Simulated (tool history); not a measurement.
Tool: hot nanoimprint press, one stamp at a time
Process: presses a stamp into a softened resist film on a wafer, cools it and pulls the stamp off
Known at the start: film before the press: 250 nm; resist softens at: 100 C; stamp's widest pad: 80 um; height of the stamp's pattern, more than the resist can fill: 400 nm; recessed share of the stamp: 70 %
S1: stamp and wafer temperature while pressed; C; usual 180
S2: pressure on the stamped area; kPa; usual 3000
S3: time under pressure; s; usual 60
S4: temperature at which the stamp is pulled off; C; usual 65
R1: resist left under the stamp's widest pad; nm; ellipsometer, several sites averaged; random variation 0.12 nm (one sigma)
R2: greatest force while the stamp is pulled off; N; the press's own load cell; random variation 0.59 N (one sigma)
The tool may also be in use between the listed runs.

| run | hour | S1 | S2 | S3 | S4 | R1 | R2 |
|---|---|---|---|---|---|---|---|
| 1 | 0.0 | 180 | 3000 | 60 | 65 | 90.3 | 135.8 |
| 2 | 6.7 | 180 | 3000 | 60 | 65 | 90.3 | 135.6 |
| 3 | 14.8 | 187 | 3000 | 60 | 65 | 71.5 | 136.4 |
| 4 | 23.2 | 180 | 3000 | 60 | 60 | 90.1 | 152.5 |
| 5 | 33.1 | 180 | 3000 | 60 | 60 | 90.2 | 152.9 |
| 6 | 41.4 | 180 | 3480 | 60 | 65 | 82.6 | 136.6 |
| 7 | 46.6 | 180 | 3480 | 60 | 51 | 82.7 | 179.4 |
| 8 | 56.1 | 180 | 3480 | 60 | 51 | 82.6 | 178.6 |
| 9 | 60.8 | 180 | 3480 | 60 | 51 | 82.6 | 179.1 |
| 10 | 70.6 | 180 | 3000 | 60 | 65 | 90.2 | 137.2 |
|  | 82.2 | stamp cleaned and given a new release coat |
| 11 | 83.3 | 180 | 3000 | 60 | 65 | 90.4 | 136.7 |
| 12 | 91.5 | 180 | 3000 | 60 | 65 | 90.3 | 136.4 |
| 13 | 97.2 | 174 | 3000 | 60 | 65 | 111.1 | 136.4 |
| 14 | 101.8 | 174 | 3000 | 60 | 65 | 111.2 | 135.0 |
| 15 | 111.5 | 180 | 3000 | 60 | 65 | 90.1 | 136.0 |
| 16 | 118.4 | 180 | 3000 | 60 | 60 | 90.1 | 152.0 |
| 17 | 123.7 | 182 | 3000 | 77 | 65 | 77.2 | 136.7 |
| 18 | 133.4 | 182 | 3000 | 77 | 62 | 77.4 | 146.2 |
| 19 | 141.6 | 180 | 3000 | 64 | 59 | 88.1 | 154.3 |
| 20 | 146.7 | 180 | 3000 | 96 | 52 | 76.7 | 176.7 |
| 21 | 151.5 | 180 | 1880 | 85 | 65 | 105.7 | 136.0 |
| 22 | 159.8 | 176 | 3000 | 60 | 50 | 103.6 | 182.4 |
| 23 | 170.5 | 179 | 3530 | 60 | 68 | 84.6 | 126.6 |
| 24 | 175.2 | 179 | 3530 | 60 | 68 | 85.0 | 127.6 |
| 25 | 185.2 | 176 | 3530 | 60 | 53 | 94.2 | 173.2 |
| 26 | 195.8 | 180 | 3960 | 60 | 69 | 76.3 | 124.8 |
| 27 | 204.6 | 180 | 3960 | 60 | 69 | 76.4 | 124.1 |
| 28 | 210.9 | 180 | 3960 | 60 | 69 | 76.4 | 124.4 |
| 29 | 221.6 | 192 | 3960 | 60 | 70 | 51.3 | 120.6 |
| 30 | 229.0 | 184 | 3000 | 109 | 65 | 63.8 | 136.3 |
| 31 | 238.3 | 188 | 3000 | 68 | 72 | 66.0 | 115.8 |

Forecast each of these 3 alternatives for the next run:
| A | 243.1 | 188 | 4710 | 40 | 72 | ? | ? |
| B | 243.1 | 189 | 3000 | 60 | 65 | ? | ? |
| C | 243.1 | 191 | 3000 | 68 | 73 | ? | ? |

| run | R1 | R2 |
|---|---|---|
| A | 60.4 | 115.3 |
| B | 66.9 | 137.1 |
| C | 60.1 | 112.6 |
Without the tool's hidden state the same runs would have given:
| run | R1 | R2 |
|---|---|---|
| A | 60.4 | 115.1 |
| B | 66.9 | 136.8 |
| C | 60.1 | 112.4 |
